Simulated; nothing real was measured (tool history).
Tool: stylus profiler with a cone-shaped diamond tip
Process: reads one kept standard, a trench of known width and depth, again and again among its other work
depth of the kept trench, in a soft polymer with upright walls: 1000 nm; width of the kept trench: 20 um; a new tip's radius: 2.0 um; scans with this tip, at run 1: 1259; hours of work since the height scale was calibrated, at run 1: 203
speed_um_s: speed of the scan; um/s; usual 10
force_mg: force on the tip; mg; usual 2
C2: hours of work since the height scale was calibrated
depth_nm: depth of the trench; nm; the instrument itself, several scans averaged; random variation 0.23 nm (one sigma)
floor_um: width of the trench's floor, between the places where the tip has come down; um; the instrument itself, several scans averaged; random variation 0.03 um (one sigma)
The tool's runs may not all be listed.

{"run": 1, "hour": 0.0, "speed_um_s": 10, "force_mg": 2, "scans with this tip": 1259, "C2": 203, "depth_nm": 1007.45, "floor_um": 16.41}
{"run": 2, "hour": 30.3, "speed_um_s": 10, "force_mg": 2, "scans with this tip": 1353, "C2": 219, "depth_nm": 1007.33, "floor_um": 16.41}
{"run": 3, "hour": 59.8, "speed_um_s": 10, "force_mg": 2, "scans with this tip": 1445, "C2": 233, "depth_nm": 1007.57, "floor_um": 16.42}
{"run": 4, "hour": 79.2, "speed_um_s": 6, "force_mg": 2, "scans with this tip": 1505, "C2": 243, "depth_nm": 1007.24, "floor_um": 16.43}
{"run": 5, "hour": 107.1, "speed_um_s": 10, "force_mg": 0.86, "scans with this tip": 1592, "C2": 257, "depth_nm": 1003.64, "floor_um": 16.32}
{"run": 6, "hour": 127.1, "speed_um_s": 10, "force_mg": 0.86, "scans with this tip": 1654, "C2": 267, "depth_nm": 1003.58, "floor_um": 16.41}
{"run": 7, "hour": 149.9, "speed_um_s": 10, "force_mg": 0.86, "scans with this tip": 1725, "C2": 279, "depth_nm": 1003.45, "floor_um": 16.35}
{"run": 8, "hour": 178.6, "speed_um_s": 10, "force_mg": 0.86, "scans with this tip": 1815, "C2": 293, "depth_nm": 1003.37, "floor_um": 16.29}
{"run": 9, "hour": 206.1, "speed_um_s": 10, "force_mg": 2, "scans with this tip": 1900, "C2": 307, "depth_nm": 1006.72, "floor_um": 16.34}
{"run": 10, "hour": 231.0, "speed_um_s": 10, "force_mg": 2, "scans with this tip": 1978, "C2": 320, "depth_nm": 1006.76, "floor_um": 16.23}
{"run": 11, "hour": 249.9, "speed_um_s": 10, "force_mg": 2, "scans with this tip": 2036, "C2": 329, "depth_nm": 1006.69, "floor_um": 16.38}
{"run": 12, "hour": 275.0, "speed_um_s": 40, "force_mg": 2, "scans with this tip": 2114, "C2": 342, "depth_nm": 1006.88, "floor_um": 16.17}
{"run": 13, "hour": 295.1, "speed_um_s": 40, "force_mg": 2, "scans with this tip": 2177, "C2": 352, "depth_nm": 1007.18, "floor_um": 16.07}
{"run": 14, "hour": 321.0, "speed_um_s": 40, "force_mg": 2, "scans with this tip": 2257, "C2": 365, "depth_nm": 1006.69, "floor_um": 16.17}
{"run": 15, "hour": 340.2, "speed_um_s": 4, "force_mg": 5.85, "scans with this tip": 2317, "C2": 375, "depth_nm": 1016.48, "floor_um": 16.41}
{"run": 16, "hour": 355.6, "speed_um_s": 3, "force_mg": 1.25, "scans with this tip": 2365, "C2": 382, "depth_nm": 1004.4, "floor_um": 16.34}
{"run": 17, "hour": 376.0, "speed_um_s": 3, "force_mg": 1.25, "scans with this tip": 2429, "C2": 393, "depth_nm": 1003.88, "floor_um": 16.32}
{"run": 18, "hour": 404.2, "speed_um_s": 13, "force_mg": 1.62, "scans with this tip": 2516, "C2": 407, "depth_nm": 1005.15, "floor_um": 16.27}
{"run": 19, "hour": 428.5, "speed_um_s": 6, "force_mg": 5.35, "scans with this tip": 2592, "C2": 419, "depth_nm": 1014.65, "floor_um": 16.35}
{"run": 20, "hour": 453.1, "speed_um_s": 12, "force_mg": 1.1, "scans with this tip": 2668, "C2": 431, "depth_nm": 1003.59, "floor_um": 16.28}
{"run": 21, "hour": 470.4, "speed_um_s": 11, "force_mg": 2.03, "scans with this tip": 2722, "C2": 440, "depth_nm": 1006.39, "floor_um": 16.28}
{"run": 22, "hour": 499.2, "speed_um_s": 15, "force_mg": 5.15, "scans with this tip": 2812, "C2": 454, "depth_nm": 1013.92, "floor_um": 16.28}
{"run": 23, "hour": 525.3, "speed_um_s": 15, "force_mg": 5.15, "scans with this tip": 2893, "C2": 468, "depth_nm": 1014.02, "floor_um": 16.23}
{"run": 24, "hour": 546.5, "speed_um_s": 2, "force_mg": 0.72, "scans with this tip": 2959, "C2": 478, "depth_nm": 1001.98, "floor_um": 16.27}
{"run": 25, "hour": 566.0, "speed_um_s": 8, "force_mg": 0.75, "scans with this tip": 3020, "C2": 488, "depth_nm": 1001.82, "floor_um": 16.22}

5 ways to go on from here, each from the tool as it stands after run 25. What would each give?
{"run": "A", "hour": 589.0, "speed_um_s": 4, "force_mg": 1.09, "scans with this tip": 3091, "C2": 500, "depth_nm": "?", "floor_um": "?"}
{"run": "B", "hour": 589.0, "speed_um_s": 15, "force_mg": 0.71, "scans with this tip": 3091, "C2": 500, "depth_nm": "?", "floor_um": "?"}
{"run": "C", "hour": 589.0, "speed_um_s": 4, "force_mg": 1.44, "scans with this tip": 3091, "C2": 500, "depth_nm": "?", "floor_um": "?"}
{"run": "D", "hour": 589.0, "speed_um_s": 6, "force_mg": 3.77, "scans with this tip": 3091, "C2": 500, "depth_nm": "?", "floor_um": "?"}
{"run": "E", "hour": 589.0, "speed_um_s": 6, "force_mg": 5.48, "scans with this tip": 3091, "C2": 500, "depth_nm": "?", "floor_um": "?"}

run=A depth_nm=1003.67 floor_um=16.25
run=B depth_nm=1001.78 floor_um=16.12
run=C depth_nm=1004.27 floor_um=16.27
run=D depth_nm=1010.44 floor_um=16.27
run=E depth_nm=1014.44 floor_um=16.29
Without the tool's hidden state the same runs would have given:
run=A depth_nm=1006.29 floor_um=16.5
run=B depth_nm=1004.39 floor_um=16.36
run=C depth_nm=1006.89 floor_um=16.52
run=D depth_nm=1013.07 floor_um=16.52
run=E depth_nm=1017.08 floor_um=16.54
